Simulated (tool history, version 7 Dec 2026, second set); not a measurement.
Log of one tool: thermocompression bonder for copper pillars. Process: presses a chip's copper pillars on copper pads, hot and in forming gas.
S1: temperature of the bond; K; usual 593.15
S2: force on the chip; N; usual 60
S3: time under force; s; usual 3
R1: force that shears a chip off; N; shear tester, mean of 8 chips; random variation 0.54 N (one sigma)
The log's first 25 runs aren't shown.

run     day      S1  S2  S3    R1
 26  13.188  613.15  74   3  98.8
 27  13.938  570.15  51   5  63.1
 28  14.588  570.15  81   2  72.9
 29  15.012  608.15  86   2  95.7
 30  15.525  593.15  74   3  86.7
 31  16.067  593.15  49   3  60.2
 32  16.475  593.15  49   3  58.9
 33  16.833  593.15  49   3  59.2
 34  17.212  607.15  74   2  83.5

4 ways to go on from here, each from the tool as it stands after run 34. What would each give?
  A  17.896  607.15  59   7   ?
  B  17.896  607.15  74   4   ?
  C  17.896  580.15  74   2   ?
  D  17.896  577.15  38   2   ?

run    R1
  A  97.1
  B  99.5
  C  71.2
  D  33.1
Without the tool's hidden state the same runs would have given:
run     R1
  A  103.0
  B  105.3
  C   77.2
  D   36.6

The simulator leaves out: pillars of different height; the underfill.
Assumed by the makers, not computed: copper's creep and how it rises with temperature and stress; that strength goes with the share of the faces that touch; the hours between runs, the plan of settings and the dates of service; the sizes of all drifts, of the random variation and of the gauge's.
